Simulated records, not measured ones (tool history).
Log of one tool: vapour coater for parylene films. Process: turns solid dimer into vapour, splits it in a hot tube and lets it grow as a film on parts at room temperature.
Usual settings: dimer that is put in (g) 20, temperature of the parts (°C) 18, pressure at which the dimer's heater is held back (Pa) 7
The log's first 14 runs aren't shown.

run,hour,dimer that is put in (g),temperature of the parts (°C),pressure at which the dimer's heater is held back (Pa),hours of work since the trap's valve was overhauled,hours of work since the table's thermometer was calibrated,thickness of the film (um)
15,235.6,29,18,7,159,765,5.88
16,254.7,20,18,7,173,779,3.95
17,274.4,11,18,7,187,793,2.21
18,288.7,11,18,7,198,803,2.14
19,300.7,10,19,3.1,206,812,2.06
20,320.5,24,14,9.57,221,826,5.15
21,346.7,27,14,5,240,846,6.12
22,371.3,33,14,3.74,258,863,7.64
23,390.5,20,18,3.9,272,877,4.01
24,408,14,15,2.18,284,890,3.18
25,433.9,29,18,5.97,303,909,5.53
26,454.1,29,18,5.97,318,924,5.53
27,478.9,29,18,5.97,336,942,5.42
28,501.8,29,18,5.97,353,958,5.49
29,517.4,29,18,5.97,364,970,5.53
30,540.7,20,13,8.49,381,987,4.35
31,557.7,30,18,7,393,999,5.59
32,575.4,30,18,7,406,1012,5.53
33,598,12,18,7,423,1028,2.21
34,623.9,13,11,7,441,1047,2.89
35,637.3,13,11,7,451,1057,2.87

5 ways to go on from here, each from the tool as it stands after run 35. What would each give?
A,657.9,11,27,7,466,1072,?
B,657.9,27,25,2.32,466,1072,?
C,657.9,34,11,7,466,1072,?
D,657.9,25,17,3.81,466,1072,?
E,657.9,19,22,2.51,466,1072,?

run,thickness of the film (um)
A,1.43
B,4.24
C,7.64
D,4.76
E,3.27
Without the tool's hidden state the same runs would have given:
run,thickness of the film (um)
A,1.72
B,5.07
C,9.12
D,5.69
E,3.91

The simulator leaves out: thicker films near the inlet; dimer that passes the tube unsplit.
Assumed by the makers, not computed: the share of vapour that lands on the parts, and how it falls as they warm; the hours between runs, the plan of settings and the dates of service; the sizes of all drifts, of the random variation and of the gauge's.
